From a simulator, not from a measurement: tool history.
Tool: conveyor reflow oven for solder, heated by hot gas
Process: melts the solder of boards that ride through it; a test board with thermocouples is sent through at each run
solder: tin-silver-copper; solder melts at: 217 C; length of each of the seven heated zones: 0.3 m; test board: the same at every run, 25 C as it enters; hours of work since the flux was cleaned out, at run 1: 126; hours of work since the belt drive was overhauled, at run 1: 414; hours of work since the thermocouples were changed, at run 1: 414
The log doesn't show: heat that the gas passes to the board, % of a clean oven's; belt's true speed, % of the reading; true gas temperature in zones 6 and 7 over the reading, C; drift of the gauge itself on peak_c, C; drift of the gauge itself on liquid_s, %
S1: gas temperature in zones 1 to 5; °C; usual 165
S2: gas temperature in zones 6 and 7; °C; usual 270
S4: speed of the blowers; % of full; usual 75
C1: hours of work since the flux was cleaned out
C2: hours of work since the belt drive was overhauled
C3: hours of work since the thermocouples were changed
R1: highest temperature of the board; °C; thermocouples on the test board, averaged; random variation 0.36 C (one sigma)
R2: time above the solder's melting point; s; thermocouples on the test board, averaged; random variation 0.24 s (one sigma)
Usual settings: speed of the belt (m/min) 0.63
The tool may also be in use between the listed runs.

Run 1, hour 0: usual settings; C1 126; C2 414; C3 414. Result: R1 255.4 °C, R2 42.7 s.
Run 2, hour 72.8: usual settings; C1 159; C2 447; C3 447. Result: R1 255.2 °C, R2 42.7 s.
Run 3, hour 133.8: usual settings but S2 259 °C; C1 186; C2 474; C3 474. Result: R1 245.8 °C, R2 37 s.
Run 4, hour 192.7: usual settings but S2 259 °C; C1 212; C2 500; C3 500. Result: R1 245.9 °C, R2 37.6 s.
Run 5, hour 239: usual settings but S2 259 °C; C1 232; C2 520; C3 520. Result: R1 245.8 °C, R2 37 s.
At hour 271.5: flux residue cleaned out of gas plates and filters.
Run 6, hour 287.6: usual settings but S2 259 °C; C1 7; C2 540; C3 540. Result: R1 245.8 °C, R2 37 s.
Run 7, hour 328.4: usual settings but S2 259 °C; C1 25; C2 558; C3 558. Result: R1 245.4 °C, R2 37.5 s.
Run 8, hour 365.6: usual settings but S2 259 °C; C1 42; C2 574; C3 574. Result: R1 245.9 °C, R2 37.2 s.
Run 9, hour 416.8: usual settings; C1 64; C2 597; C3 597. Result: R1 255.2 °C, R2 42.8 s.
Run 10, hour 483: usual settings; C1 94; C2 626; C3 626. Result: R1 254.7 °C, R2 42.5 s.
Run 11, hour 544.9: usual settings; C1 121; C2 654; C3 654. Result: R1 255.3 °C, R2 43 s.
Run 12, hour 593: usual settings but speed of the belt (m/min) 0.678; C1 143; C2 675; C3 675. Result: R1 253.2 °C, R2 38.3 s.
Run 13, hour 671.7: usual settings but speed of the belt (m/min) 0.678; C1 178; C2 710; C3 710. Result: R1 253.1 °C, R2 38.1 s.
Run 14, hour 719.7: usual settings but speed of the belt (m/min) 0.678; C1 199; C2 731; C3 731. Result: R1 252.9 °C, R2 37.7 s.
Run 15, hour 792: usual settings but speed of the belt (m/min) 0.639; C1 231; C2 763; C3 763. Result: R1 254.6 °C, R2 41.8 s.
At hour 824.8: flux residue cleaned out of gas plates and filters.
At hour 833.2: thermocouples of zones 6 and 7 changed.
At hour 845.3: belt drive overhauled, speed set with a stopwatch.
Run 16, hour 863.2: usual settings but S1 163 °C, S2 262 °C, speed of the belt (m/min) 0.614, S4 88 % of full; C1 14; C2 8; C3 12. Result: R1 251.2 °C, R2 41.9 s.
Run 17, hour 904.3: usual settings but S1 156 °C, speed of the belt (m/min) 0.56, S4 51 % of full; C1 33; C2 26; C3 30. Result: R1 250.4 °C, R2 41.8 s.
Run 18, hour 970.4: usual settings but S1 156 °C, S2 275 °C, speed of the belt (m/min) 0.732, S4 51 % of full; C1 62; C2 55; C3 59. Result: R1 242.9 °C, R2 25.8 s.
Run 19, hour 1049.1: usual settings but S1 156 °C, S2 275 °C, speed of the belt (m/min) 0.732, S4 51 % of full; C1 97; C2 90; C3 94. Result: R1 242.2 °C, R2 26.3 s.
Run 20, hour 1121.5: usual settings but S1 156 °C, S2 283 °C, speed of the belt (m/min) 0.732, S4 51 % of full; C1 129; C2 123; C3 126. Result: R1 248.6 °C, R2 29.6 s.
Run 21, hour 1159.7: usual settings but S1 156 °C, S2 283 °C, speed of the belt (m/min) 0.534, S4 84 % of full; C1 146; C2 139; C3 143. Result: R1 273 °C, R2 57.1 s.
Run 22, hour 1213.2: usual settings but S1 169 °C, S2 283 °C, speed of the belt (m/min) 0.661, S4 84 % of full; C1 170; C2 163; C3 167. Result: R1 268.3 °C, R2 46.7 s.
Run 23, hour 1266.1: usual settings but S1 154 °C, speed of the belt (m/min) 0.592; C1 193; C2 187; C3 190. Result: R1 255.6 °C, R2 43.4 s.
Run 24, hour 1351.9: usual settings but S1 163 °C, S2 278 °C, speed of the belt (m/min) 0.585, S4 57 % of full; C1 231; C2 225; C3 228. Result: R1 258.7 °C, R2 46.7 s.
At hour 1386.3: flux residue cleaned out of gas plates and filters.
Run 25, hour 1410.8: usual settings but S1 155 °C, S2 284 °C; C1 11; C2 249; C3 252. Result: R1 265.9 °C, R2 45.1 s.

Forecast run 26:
Run 26, hour 1448.2: usual settings but S1 163 °C, S2 284 °C, S4 68 % of full; C1 27; C2 265; C3 269. Result: R1 ?, R2 ?.

Run 26 gave R1 265.4 °C, R2 46.4 s.
Without the tool's hidden state the same run would have given R1 265.4 °C, R2 46.3 s.

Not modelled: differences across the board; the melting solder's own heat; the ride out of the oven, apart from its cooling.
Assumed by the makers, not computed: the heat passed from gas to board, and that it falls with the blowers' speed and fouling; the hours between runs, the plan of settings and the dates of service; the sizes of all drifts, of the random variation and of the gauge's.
